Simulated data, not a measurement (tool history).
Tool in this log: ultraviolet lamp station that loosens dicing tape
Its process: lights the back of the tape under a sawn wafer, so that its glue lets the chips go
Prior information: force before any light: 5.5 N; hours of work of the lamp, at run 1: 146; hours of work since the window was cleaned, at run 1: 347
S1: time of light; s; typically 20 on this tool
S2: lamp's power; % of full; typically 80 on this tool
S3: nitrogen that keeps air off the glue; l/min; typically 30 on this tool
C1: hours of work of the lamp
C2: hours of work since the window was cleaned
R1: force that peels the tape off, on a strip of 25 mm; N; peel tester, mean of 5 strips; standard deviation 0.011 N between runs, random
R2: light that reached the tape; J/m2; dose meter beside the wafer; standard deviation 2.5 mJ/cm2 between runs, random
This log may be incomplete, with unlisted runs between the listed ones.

{"run": 1, "hour": 0.0, "S1": 20, "S2": 80, "S3": 30, "C1": 146, "C2": 347, "R1": 0.457, "R2": 3040}
{"run": 2, "hour": 49.5, "S1": 20, "S2": 80, "S3": 30, "C1": 179, "C2": 381, "R1": 0.484, "R2": 3060}
{"run": 3, "hour": 97.9, "S1": 20, "S2": 80, "S3": 30, "C1": 211, "C2": 413, "R1": 0.469, "R2": 3060}
{"run": 4, "hour": 146.9, "S1": 20, "S2": 80, "S3": 30, "C1": 244, "C2": 446, "R1": 0.491, "R2": 3020}
{"run": 5, "hour": 184.2, "S1": 30, "S2": 80, "S3": 30, "C1": 269, "C2": 471, "R1": 0.281, "R2": 4560}
{"hour": 201.3, "done": "window cleaned of glue's vapour"}
{"run": 6, "hour": 210.2, "S1": 30, "S2": 80, "S3": 30, "C1": 286, "C2": 6, "R1": 0.3, "R2": 4540}
{"run": 7, "hour": 248.5, "S1": 30, "S2": 80, "S3": 30, "C1": 312, "C2": 32, "R1": 0.289, "R2": 4560}
{"run": 8, "hour": 309.6, "S1": 30, "S2": 80, "S3": 30, "C1": 353, "C2": 73, "R1": 0.29, "R2": 4510}
{"run": 9, "hour": 368.9, "S1": 20, "S2": 80, "S3": 27, "C1": 393, "C2": 112, "R1": 0.514, "R2": 3030}
{"run": 10, "hour": 407.3, "S1": 20, "S2": 80, "S3": 27, "C1": 418, "C2": 138, "R1": 0.502, "R2": 3030}
{"run": 11, "hour": 444.4, "S1": 20, "S2": 80, "S3": 27, "C1": 443, "C2": 163, "R1": 0.514, "R2": 3000}
{"run": 12, "hour": 480.2, "S1": 20, "S2": 89, "S3": 30, "C1": 467, "C2": 187, "R1": 0.42, "R2": 3330}
{"run": 13, "hour": 527.9, "S1": 20, "S2": 89, "S3": 30, "C1": 499, "C2": 219, "R1": 0.404, "R2": 3390}
{"run": 14, "hour": 587.0, "S1": 20, "S2": 89, "S3": 30, "C1": 539, "C2": 259, "R1": 0.416, "R2": 3380}
{"run": 15, "hour": 647.1, "S1": 20, "S2": 80, "S3": 26, "C1": 579, "C2": 299, "R1": 0.506, "R2": 3070}
{"run": 16, "hour": 697.3, "S1": 20, "S2": 80, "S3": 26, "C1": 613, "C2": 333, "R1": 0.511, "R2": 3040}
{"run": 17, "hour": 743.4, "S1": 20, "S2": 80, "S3": 30, "C1": 644, "C2": 363, "R1": 0.493, "R2": 3010}
{"run": 18, "hour": 778.8, "S1": 20, "S2": 80, "S3": 30, "C1": 667, "C2": 387, "R1": 0.501, "R2": 3040}
{"run": 19, "hour": 826.5, "S1": 20, "S2": 80, "S3": 30, "C1": 699, "C2": 419, "R1": 0.477, "R2": 3010}
{"run": 20, "hour": 866.2, "S1": 20, "S2": 80, "S3": 30, "C1": 726, "C2": 446, "R1": 0.503, "R2": 3040}
{"run": 21, "hour": 912.5, "S1": 20, "S2": 80, "S3": 30, "C1": 757, "C2": 477, "R1": 0.497, "R2": 3050}
{"hour": 921.9, "done": "window cleaned of glue's vapour"}
{"run": 22, "hour": 939.1, "S1": 23, "S2": 80, "S3": 30, "C1": 775, "C2": 11, "R1": 0.382, "R2": 3470}
{"run": 23, "hour": 989.9, "S1": 23, "S2": 74, "S3": 10, "C1": 809, "C2": 46, "R1": 0.761, "R2": 3220}
{"run": 24, "hour": 1028.6, "S1": 20, "S2": 66, "S3": 30, "C1": 835, "C2": 72, "R1": 0.663, "R2": 2530}
{"run": 25, "hour": 1078.6, "S1": 10, "S2": 72, "S3": 23, "C1": 868, "C2": 105, "R1": 1.739, "R2": 1340}
{"run": 26, "hour": 1133.7, "S1": 10, "S2": 72, "S3": 9, "C1": 905, "C2": 142, "R1": 2.42, "R2": 1340}
{"run": 27, "hour": 1180.0, "S1": 14, "S2": 80, "S3": 9, "C1": 936, "C2": 173, "R1": 1.481, "R2": 2120}
{"run": 28, "hour": 1217.5, "S1": 14, "S2": 80, "S3": 9, "C1": 961, "C2": 198, "R1": 1.514, "R2": 2120}
{"run": 29, "hour": 1244.7, "S1": 14, "S2": 80, "S3": 9, "C1": 979, "C2": 216, "R1": 1.426, "R2": 2080}
{"run": 30, "hour": 1303.4, "S1": 11, "S2": 80, "S3": 13, "C1": 1019, "C2": 256, "R1": 1.668, "R2": 1690}
{"run": 31, "hour": 1351.3, "S1": 12, "S2": 60, "S3": 52, "C1": 1051, "C2": 288, "R1": 1.35, "R2": 1340}
{"run": 32, "hour": 1411.9, "S1": 31, "S2": 80, "S3": 11, "C1": 1091, "C2": 328, "R1": 0.409, "R2": 4670}
{"run": 33, "hour": 1442.1, "S1": 31, "S2": 80, "S3": 11, "C1": 1112, "C2": 349, "R1": 0.42, "R2": 4660}
{"run": 34, "hour": 1485.9, "S1": 31, "S2": 89, "S3": 16, "C1": 1141, "C2": 378, "R1": 0.301, "R2": 5230}
{"run": 35, "hour": 1511.9, "S1": 15, "S2": 80, "S3": 10, "C1": 1159, "C2": 396, "R1": 1.272, "R2": 2280}
{"hour": 1551.3, "done": "lamp changed"}
{"run": 36, "hour": 1561.8, "S1": 20, "S2": 76, "S3": 24, "C1": 7, "C2": 428, "R1": 0.575, "R2": 2870}
{"run": 37, "hour": 1600.1, "S1": 23, "S2": 76, "S3": 28, "C1": 33, "C2": 454, "R1": 0.447, "R2": 3340}
{"hour": 1642.2, "done": "window cleaned of glue's vapour"}
{"run": 38, "hour": 1658.7, "S1": 37, "S2": 85, "S3": 34, "C1": 72, "C2": 11, "R1": 0.256, "R2": 6010}
{"run": 39, "hour": 1693.5, "S1": 15, "S2": 85, "S3": 10, "C1": 95, "C2": 34, "R1": 1.196, "R2": 2420}
{"run": 40, "hour": 1740.4, "S1": 15, "S2": 85, "S3": 10, "C1": 126, "C2": 66, "R1": 1.172, "R2": 2440}
{"run": 41, "hour": 1771.8, "S1": 15, "S2": 64, "S3": 55, "C1": 147, "C2": 87, "R1": 0.872, "R2": 1820}
{"run": 42, "hour": 1825.9, "S1": 24, "S2": 97, "S3": 13, "C1": 184, "C2": 123, "R1": 0.403, "R2": 4460}
{"run": 43, "hour": 1860.7, "S1": 24, "S2": 97, "S3": 13, "C1": 207, "C2": 146, "R1": 0.411, "R2": 4430}

Here are 4 independent what-if runs from the current tool condition. What would each one return?
{"run": "A", "hour": 1919.6, "S1": 15, "S2": 92, "S3": 13, "C1": 247, "C2": 186, "R1": "?", "R2": "?"}
{"run": "B", "hour": 1919.6, "S1": 24, "S2": 97, "S3": 28, "C1": 247, "C2": 186, "R1": "?", "R2": "?"}
{"run": "C", "hour": 1919.6, "S1": 17, "S2": 67, "S3": 60, "C1": 247, "C2": 186, "R1": "?", "R2": "?"}
{"run": "D", "hour": 1919.6, "S1": 23, "S2": 71, "S3": 10, "C1": 247, "C2": 186, "R1": "?", "R2": "?"}

run=A R1=0.947 R2=2580
run=B R1=0.316 R2=4380
run=C R1=0.628 R2=2140
run=D R1=0.866 R2=3130
With no hidden state in the tool, these same runs would have given:
run=A R1=0.946 R2=2580
run=B R1=0.316 R2=4380
run=C R1=0.627 R2=2140
run=D R1=0.866 R2=3130

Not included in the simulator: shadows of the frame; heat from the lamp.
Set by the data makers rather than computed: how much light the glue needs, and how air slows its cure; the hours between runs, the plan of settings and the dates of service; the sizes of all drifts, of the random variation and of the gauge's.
